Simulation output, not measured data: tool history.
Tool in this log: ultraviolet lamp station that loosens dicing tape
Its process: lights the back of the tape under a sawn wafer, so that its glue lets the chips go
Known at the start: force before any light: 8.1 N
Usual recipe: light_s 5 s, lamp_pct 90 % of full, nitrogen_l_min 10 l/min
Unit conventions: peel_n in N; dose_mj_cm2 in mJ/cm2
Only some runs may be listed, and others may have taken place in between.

Run 1, day 0: usual settings. Result: peel_n 0.36 N, dose_mj_cm2 418 mJ/cm2.
Run 2, day 0.958: usual settings but light_s 9 s. Result: peel_n 0.17 N, dose_mj_cm2 752 mJ/cm2.
Run 3, day 2.179: usual settings but light_s 9 s. Result: peel_n 0.174 N, dose_mj_cm2 748 mJ/cm2.
Run 4, day 3.133: usual settings but light_s 9 s, nitrogen_l_min 3 l/min. Result: peel_n 0.213 N, dose_mj_cm2 745 mJ/cm2.
Run 5, day 4.254: usual settings but light_s 9 s, nitrogen_l_min 3 l/min. Result: peel_n 0.225 N, dose_mj_cm2 739 mJ/cm2.
Run 6, day 5.1: usual settings but nitrogen_l_min 6 l/min. Result: peel_n 0.49 N, dose_mj_cm2 411 mJ/cm2.
Run 7, day 6.262: usual settings but nitrogen_l_min 6 l/min. Result: peel_n 0.479 N, dose_mj_cm2 408 mJ/cm2.
Run 8, day 7.246: usual settings but nitrogen_l_min 6 l/min. Result: peel_n 0.521 N, dose_mj_cm2 408 mJ/cm2.
Run 9, day 8.138: usual settings. Result: peel_n 0.395 N, dose_mj_cm2 397 mJ/cm2.
Run 10, day 8.775: usual settings. Result: peel_n 0.394 N, dose_mj_cm2 404 mJ/cm2.
Run 11, day 9.804: usual settings but nitrogen_l_min 17 l/min. Result: peel_n 0.318 N, dose_mj_cm2 403 mJ/cm2.
Run 12, day 10.983: usual settings but lamp_pct 69 % of full. Result: peel_n 0.678 N, dose_mj_cm2 308 mJ/cm2.
Run 13, day 11.925: usual settings but lamp_pct 69 % of full, nitrogen_l_min 4 l/min. Result: peel_n 1.112 N, dose_mj_cm2 301 mJ/cm2.
Run 14, day 12.467: usual settings but lamp_pct 69 % of full, nitrogen_l_min 4 l/min. Result: peel_n 1.134 N, dose_mj_cm2 305 mJ/cm2.
Run 15, day 13.083: usual settings but lamp_pct 83 % of full, nitrogen_l_min 4 l/min. Result: peel_n 0.808 N, dose_mj_cm2 363 mJ/cm2.
Run 16, day 14.175: usual settings but lamp_pct 83 % of full, nitrogen_l_min 4 l/min. Result: peel_n 0.8 N, dose_mj_cm2 360 mJ/cm2.
Run 17, day 15.125: usual settings but lamp_pct 63 % of full. Result: peel_n 0.906 N, dose_mj_cm2 273 mJ/cm2.
Run 18, day 16.021: usual settings but lamp_pct 63 % of full. Result: peel_n 0.894 N, dose_mj_cm2 273 mJ/cm2.
Run 19, day 17.221: usual settings. Result: peel_n 0.419 N, dose_mj_cm2 389 mJ/cm2.
Run 20, day 18.375: usual settings. Result: peel_n 0.424 N, dose_mj_cm2 386 mJ/cm2.
Run 21, day 19.042: usual settings. Result: peel_n 0.444 N, dose_mj_cm2 383 mJ/cm2.
Run 22, day 19.575: usual settings. Result: peel_n 0.427 N, dose_mj_cm2 381 mJ/cm2.
Run 23, day 20.788: usual settings. Result: peel_n 0.433 N, dose_mj_cm2 379 mJ/cm2.
Run 24, day 21.375: usual settings but light_s 6 s, lamp_pct 84 % of full, nitrogen_l_min 20 l/min. Result: peel_n 0.26 N, dose_mj_cm2 421 mJ/cm2.
Run 25, day 21.912: usual settings but lamp_pct 98 % of full, nitrogen_l_min 5 l/min. Result: peel_n 0.543 N, dose_mj_cm2 411 mJ/cm2.
Run 26, day 23.067: usual settings but light_s 3 s, lamp_pct 93 % of full, nitrogen_l_min 3 l/min. Result: peel_n 1.945 N, dose_mj_cm2 234 mJ/cm2.
Run 27, day 24.008: usual settings but light_s 9 s, lamp_pct 62 % of full, nitrogen_l_min 6 l/min. Result: peel_n 0.355 N, dose_mj_cm2 465 mJ/cm2.
Run 28, day 24.804: usual settings but light_s 7 s, lamp_pct 89 % of full, nitrogen_l_min 4 l/min. Result: peel_n 0.381 N, dose_mj_cm2 518 mJ/cm2.
Run 29, day 25.638: usual settings but light_s 7 s, lamp_pct 89 % of full, nitrogen_l_min 4 l/min. Result: peel_n 0.391 N, dose_mj_cm2 516 mJ/cm2.
Run 30, day 26.721: usual settings but light_s 7 s, lamp_pct 89 % of full, nitrogen_l_min 4 l/min. Result: peel_n 0.367 N, dose_mj_cm2 515 mJ/cm2.
Run 31, day 27.246: usual settings but light_s 6 s, lamp_pct 63 % of full. Result: peel_n 0.697 N, dose_mj_cm2 309 mJ/cm2.
Run 32, day 28.225: usual settings but light_s 6 s, lamp_pct 63 % of full. Result: peel_n 0.692 N, dose_mj_cm2 308 mJ/cm2.
Run 33, day 28.967: usual settings but light_s 7 s, lamp_pct 64 % of full. Result: peel_n 0.483 N, dose_mj_cm2 366 mJ/cm2.
Run 34, day 29.921: usual settings but light_s 3 s, lamp_pct 72 % of full, nitrogen_l_min 12 l/min. Result: peel_n 1.823 N, dose_mj_cm2 175 mJ/cm2.
Run 35, day 30.788: usual settings but nitrogen_l_min 3 l/min. Result: peel_n 0.957 N, dose_mj_cm2 361 mJ/cm2.
Run 36, day 31.717: usual settings but nitrogen_l_min 3 l/min. Result: peel_n 0.934 N, dose_mj_cm2 365 mJ/cm2.
Run 37, day 32.4: usual settings but lamp_pct 76 % of full, nitrogen_l_min 9 l/min. Result: peel_n 0.746 N, dose_mj_cm2 307 mJ/cm2.
At day 32.529: window cleaned of glue's vapour.
Run 38, day 33.258: usual settings but lamp_pct 67 % of full, nitrogen_l_min 9 l/min. Result: peel_n 0.835 N, dose_mj_cm2 280 mJ/cm2.
Run 39, day 34.283: usual settings but light_s 6 s, nitrogen_l_min 3 l/min. Result: peel_n 0.593 N, dose_mj_cm2 452 mJ/cm2.
Run 40, day 34.908: usual settings but light_s 3 s, nitrogen_l_min 4 l/min. Result: peel_n 1.786 N, dose_mj_cm2 226 mJ/cm2.
Run 41, day 35.671: usual settings but light_s 4 s, lamp_pct 61 % of full, nitrogen_l_min 6 l/min. Result: peel_n 1.817 N, dose_mj_cm2 205 mJ/cm2.
Run 42, day 36.754: usual settings but light_s 4 s, lamp_pct 61 % of full, nitrogen_l_min 6 l/min. Result: peel_n 1.784 N, dose_mj_cm2 203 mJ/cm2.
Run 43, day 37.596: usual settings but light_s 4 s, lamp_pct 61 % of full, nitrogen_l_min 6 l/min. Result: peel_n 1.888 N, dose_mj_cm2 201 mJ/cm2.

The same runs without the tool's hidden state, with the same run-to-run variation:
The hidden state here: lamp's light, % of a new lamp's; light that the window lets through, % of a clean one's; drift of the gauge itself on peel_n, %; drift of the gauge itself on dose_mj_cm2, %.
run  peel_n  dose_mj_cm2
  1   0.304          454
  2   0.165          819
  3   0.168          819
  4   0.186          819
  5   0.197          817
  6   0.391          456
  7   0.377          454
  8   0.406          456
  9   0.309          447
 10   0.307          456
 11   0.251          456
 12   0.514          350
 13   0.862          345
 14   0.874          349
 15   0.602          417
 16    0.59          417
 17   0.665          317
 18   0.654          318
 19   0.302          456
 20     0.3          455
 21   0.312          452
 22   0.298          452
 23     0.3          452
 24   0.195          504
 25   0.366          493
 26   1.473          281
 27   0.243          563
 28   0.258          629
 29   0.267          629
 30   0.242          630
 31   0.445          380
 32   0.439          380
 33   0.305          453
 34   1.286          217
 35   0.607          451
 36   0.587          457
 37   0.456          386
 38   0.576          334
 39   0.399          542
 40   1.345          272
 41   1.359          247
 42   1.322          246
 43   1.394          245

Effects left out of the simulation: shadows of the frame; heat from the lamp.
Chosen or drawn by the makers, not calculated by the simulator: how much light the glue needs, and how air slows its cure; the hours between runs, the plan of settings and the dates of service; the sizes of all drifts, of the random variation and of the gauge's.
